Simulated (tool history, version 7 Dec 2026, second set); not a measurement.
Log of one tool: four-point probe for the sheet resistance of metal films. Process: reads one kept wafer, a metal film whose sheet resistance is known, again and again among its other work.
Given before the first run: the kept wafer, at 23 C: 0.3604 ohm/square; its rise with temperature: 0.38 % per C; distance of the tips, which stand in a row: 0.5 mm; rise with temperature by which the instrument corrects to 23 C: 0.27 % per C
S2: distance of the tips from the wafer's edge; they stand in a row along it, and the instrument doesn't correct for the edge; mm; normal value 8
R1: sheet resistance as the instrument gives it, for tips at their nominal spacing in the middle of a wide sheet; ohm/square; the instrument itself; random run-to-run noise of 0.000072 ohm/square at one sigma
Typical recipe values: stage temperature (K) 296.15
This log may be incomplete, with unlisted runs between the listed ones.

run 1 hour=0.0 | stage_temperature_(K)=296.15 S2=8 | R1=0.360614
run 2 hour=27.1 | stage_temperature_(K)=293.15 S2=8 | R1=0.359498
run 3 hour=77.6 | stage_temperature_(K)=293.15 S2=8 | R1=0.359511
run 4 hour=109.1 | stage_temperature_(K)=293.15 S2=8 | R1=0.359341
run 5 hour=160.8 | stage_temperature_(K)=293.15 S2=8 | R1=0.359446
run 6 hour=213.5 | stage_temperature_(K)=293.15 S2=8 | R1=0.359373
run 7 hour=246.2 | stage_temperature_(K)=296.15 S2=8 | R1=0.360727
run 8 hour=296.5 | stage_temperature_(K)=296.15 S2=8 | R1=0.360657
run 9 hour=355.5 | stage_temperature_(K)=296.15 S2=8 | R1=0.360639
run 10 hour=406.7 | stage_temperature_(K)=296.15 S2=8 | R1=0.360610
run 11 hour=455.2 | stage_temperature_(K)=296.15 S2=67 | R1=0.359832
run 12 hour=490.3 | stage_temperature_(K)=292.15 S2=8 | R1=0.359056
run 13 hour=525.9 | stage_temperature_(K)=296.15 S2=19 | R1=0.360046
run 14 hour=577.9 | stage_temperature_(K)=296.15 S2=19 | R1=0.359936
run 15 hour=606.4 | stage_temperature_(K)=296.15 S2=38 | R1=0.359916
run 16 hour=663.9 | stage_temperature_(K)=296.15 S2=38 | R1=0.359928
run 17 hour=711.2 | stage_temperature_(K)=296.15 S2=6 | R1=0.361174
run 18 hour=753.5 | stage_temperature_(K)=307.15 S2=6 | R1=0.365487
run 19 hour=780.7 | stage_temperature_(K)=296.15 S2=3 | R1=0.365127
run 20 hour=815.5 | stage_temperature_(K)=296.15 S2=3 | R1=0.365266
run 21 hour=858.1 | stage_temperature_(K)=296.15 S2=3 | R1=0.365286
run 22 hour=894.4 | stage_temperature_(K)=291.15 S2=3 | R1=0.363127
run 23 hour=940.8 | stage_temperature_(K)=291.15 S2=3 | R1=0.363241
run 24 hour=985.5 | stage_temperature_(K)=295.15 S2=10 | R1=0.359933
run 25 hour=1040.4 | stage_temperature_(K)=295.15 S2=29 | R1=0.359505
run 26 hour=1066.5 | stage_temperature_(K)=296.15 S2=16 | R1=0.360141
run 27 hour=1124.7 | stage_temperature_(K)=296.15 S2=43 | R1=0.359867
run 28 hour=1161.8 | stage_temperature_(K)=299.15 S2=22 | R1=0.361111
run 29 hour=1209.1 | stage_temperature_(K)=291.15 S2=22 | R1=0.357855
run 30 hour=1242.1 | stage_temperature_(K)=293.15 S2=14 | R1=0.359035
run 31 hour=1276.4 | stage_temperature_(K)=296.15 S2=7 | R1=0.360830
run 32 hour=1324.0 | stage_temperature_(K)=301.15 S2=26 | R1=0.361988
run 33 hour=1386.2 | stage_temperature_(K)=301.15 S2=36 | R1=0.361751
run 34 hour=1415.1 | stage_temperature_(K)=301.15 S2=12 | R1=0.362143
run 35 hour=1450.4 | stage_temperature_(K)=295.15 S2=23 | R1=0.359435
run 36 hour=1476.1 | stage_temperature_(K)=295.15 S2=6 | R1=0.360850
run 37 hour=1524.4 | stage_temperature_(K)=295.15 S2=6 | R1=0.360788
run 38 hour=1562.2 | stage_temperature_(K)=300.15 S2=9 | R1=0.362145
run 39 hour=1594.1 | stage_temperature_(K)=307.15 S2=9 | R1=0.364841
run 40 hour=1648.8 | stage_temperature_(K)=304.15 S2=12 | R1=0.363329
run 41 hour=1674.5 | stage_temperature_(K)=307.15 S2=3 | R1=0.369441
run 42 hour=1732.9 | stage_temperature_(K)=293.15 S2=32 | R1=0.358715
run 43 hour=1790.6 | stage_temperature_(K)=305.15 S2=39 | R1=0.363464

For each run, the measured value with the value that run would have given without the tool's hidden condition subtracted. The run-to-run variation is shared by both, the gauge scatter possibly not:
What the log doesn't record here: inner tips' distance over the nominal, %; tips' flats over new ones', %; wafer's true temperature over the reading, C; drift of the gauge itself on sheet_ohm, %.
run=1 R1=-0.000526
run=2 R1=-0.000528
run=3 R1=-0.000527
run=4 R1=-0.000525
run=5 R1=-0.000525
run=6 R1=-0.000524
run=7 R1=-0.000522
run=8 R1=-0.000520
run=9 R1=-0.000518
run=10 R1=-0.000516
run=11 R1=-0.000515
run=12 R1=-0.000519
run=13 R1=-0.000514
run=14 R1=-0.000514
run=15 R1=-0.000513
run=16 R1=-0.000511
run=17 R1=-0.000511
run=18 R1=-0.000499
run=19 R1=-0.000517
run=20 R1=-0.000515
run=21 R1=-0.000516
run=22 R1=-0.000521
run=23 R1=-0.000518
run=24 R1=-0.000504
run=25 R1=-0.000502
run=26 R1=-0.000501
run=27 R1=-0.000501
run=28 R1=-0.000496
run=29 R1=-0.000508
run=30 R1=-0.000504
run=31 R1=-0.000499
run=32 R1=-0.000489
run=33 R1=-0.000489
run=34 R1=-0.000489
run=35 R1=-0.000496
run=36 R1=-0.000499
run=37 R1=-0.000498
run=38 R1=-0.000486
run=39 R1=-0.000474
run=40 R1=-0.000478
run=41 R1=-0.000478
run=42 R1=-0.000497
run=43 R1=-0.000473
